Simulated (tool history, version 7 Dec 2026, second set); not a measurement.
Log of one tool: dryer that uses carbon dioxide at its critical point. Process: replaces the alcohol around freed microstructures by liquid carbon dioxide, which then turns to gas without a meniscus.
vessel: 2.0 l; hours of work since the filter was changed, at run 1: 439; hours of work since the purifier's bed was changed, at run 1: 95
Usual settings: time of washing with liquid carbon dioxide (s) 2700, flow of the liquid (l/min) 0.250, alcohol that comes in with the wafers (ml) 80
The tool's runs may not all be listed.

run  hour  time of washing with liquid carbon dioxide (s)  flow of the liquid (l/min)  alcohol that comes in with the wafers (ml)  hours of work since the filter was changed  hours of work since the purifier's bed was changed  alcohol left in the vessel before it's heated (ppm by volume)
  1   0.0                                            2700                       0.250                                          80                                         439                                                  95                                                            502
  2   4.6                                            2700                       0.250                                          80                                         442                                                  98                                                            500
  3  13.9                                            2700                       0.250                                          80                                         448                                                 104                                                            500
  4  21.1                                            3000                       0.250                                          80                                         452                                                 108                                                            318
  5  30.3                                            2400                       0.250                                          80                                         458                                                 114                                                            816
  6  39.4                                            2400                       0.250                                          80                                         463                                                 119                                                            849
     43.5  -- inlet filter changed
  7  44.8                                            2400                       0.250                                          80                                           1                                                 122                                                            523
  8  50.7                                            2400                       0.250                                          80                                           4                                                 126                                                            508
  9  56.9                                            1680                       0.250                                          72                                           8                                                 129                                                           1712
 10  65.3                                            2700                       0.250                                         119                                          13                                                 135                                                            472
 11  75.0                                            2700                       0.250                                         119                                          19                                                 141                                                            456

Hidden state at the last listed run before each entry between runs and at the first one after, where it differs:
Between runs 6 and 7: inlet filter changed (hour 43.5)
  flow that reaches the vessel past the clogged filter, %: 88 -> 99.5; alcohol in the recycled carbon dioxide, ppm: 27.7 -> 28.2
  measured less the result without the state, alcohol left in the vessel before it's heated (ppm by volume): +358 -> +34
